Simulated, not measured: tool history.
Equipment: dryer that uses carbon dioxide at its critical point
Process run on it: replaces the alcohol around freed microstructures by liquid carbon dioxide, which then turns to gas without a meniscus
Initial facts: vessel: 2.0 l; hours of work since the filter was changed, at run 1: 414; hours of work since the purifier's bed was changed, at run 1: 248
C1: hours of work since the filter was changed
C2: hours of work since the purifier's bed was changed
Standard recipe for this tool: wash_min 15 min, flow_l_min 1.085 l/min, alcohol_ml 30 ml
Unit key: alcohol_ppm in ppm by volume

Run 1, hour 0: usual settings; C1 414; C2 248. Result: alcohol_ppm 181 ppm by volume.
At hour 19.7: inlet filter changed.
Run 2, hour 22.3: usual settings; C1 2; C2 261. Result: alcohol_ppm 122 ppm by volume.
Run 3, hour 44.1: usual settings; C1 14; C2 274. Result: alcohol_ppm 121 ppm by volume.
Run 4, hour 69.8: usual settings; C1 30; C2 289. Result: alcohol_ppm 115 ppm by volume.
Run 5, hour 95.3: usual settings but alcohol_ml 107 ml; C1 45; C2 304. Result: alcohol_ppm 205 ppm by volume.
Run 6, hour 119.6: usual settings but alcohol_ml 64 ml; C1 59; C2 318. Result: alcohol_ppm 165 ppm by volume.
Run 7, hour 136.9: usual settings but alcohol_ml 38 ml; C1 69; C2 328. Result: alcohol_ppm 150 ppm by volume.
Run 8, hour 165.9: usual settings but wash_min 21 min, alcohol_ml 51 ml; C1 86; C2 345. Result: alcohol_ppm 105 ppm by volume.
Run 9, hour 186.9: usual settings but wash_min 21 min, flow_l_min 1.49 l/min, alcohol_ml 51 ml; C1 98; C2 358. Result: alcohol_ppm 88 ppm by volume.
Run 10, hour 217.8: usual settings but wash_min 17 min; C1 117; C2 376. Result: alcohol_ppm 128 ppm by volume.
Run 11, hour 243.5: usual settings but alcohol_ml 90 ml; C1 132; C2 391. Result: alcohol_ppm 244 ppm by volume.
Run 12, hour 266.2: usual settings but alcohol_ml 90 ml; C1 145; C2 404. Result: alcohol_ppm 251 ppm by volume.
Run 13, hour 293.7: usual settings but alcohol_ml 90 ml; C1 161; C2 421. Result: alcohol_ppm 262 ppm by volume.

Table of differences, measured result less the result of that run with no hidden state. Run-to-run variation is the same in both. Gauge scatter possibly is not:
The tool's hidden condition here consists of: flow that reaches the vessel past the clogged filter, %; alcohol in the recycled carbon dioxide, ppm; drift of the gauge itself on alcohol_ppm, %.
run  alcohol_ppm
  1         +140
  2          +74
  3          +79
  4          +82
  5          +97
  6          +95
  7         +100
  8          +97
  9          +88
 10         +109
 11         +146
 12         +153
 13         +166
